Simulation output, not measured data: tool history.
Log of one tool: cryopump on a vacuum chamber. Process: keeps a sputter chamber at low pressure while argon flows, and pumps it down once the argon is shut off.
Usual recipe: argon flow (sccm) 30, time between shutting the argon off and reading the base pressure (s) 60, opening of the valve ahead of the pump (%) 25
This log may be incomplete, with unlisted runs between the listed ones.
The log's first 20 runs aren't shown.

run,hour,argon flow (sccm),time between shutting the argon off and reading the base pressure (s),opening of the valve ahead of the pump (%),pressure while argon flows (Pa),pressure after the wait (uPa)
21,467.1,55,144,44,0.1582,1.43
22,480.8,55,41,27,0.2584,2.14
23,498.2,30,60,15,0.252,1.78
24,523.3,51,48,25,0.2596,2.02
25,551.9,18,60,25,0.0906,1.9
26,565.3,18,60,25,0.0917,1.92
27,579,18,153,27,0.0854,1.48
28,595,16,121,21,0.0963,1.58
29,611.6,16,121,21,0.0969,1.57
30,626.7,16,121,21,0.0963,1.59

Forecast each of these 3 alternatives for the next run:
A,652.1,16,277,21,?,?
B,652.1,21,93,47,?,?
C,652.1,30,59,25,?,?

run,pressure while argon flows (Pa),pressure after the wait (uPa)
A,0.0971,1.44
B,0.058,1.72
C,0.1534,2.03
The same runs, with their run-to-run variation unchanged, on a tool lacking any hidden condition would have given:
run,pressure while argon flows (Pa),pressure after the wait (uPa)
A,0.0955,0.4
B,0.0558,0.7
C,0.1503,0.99
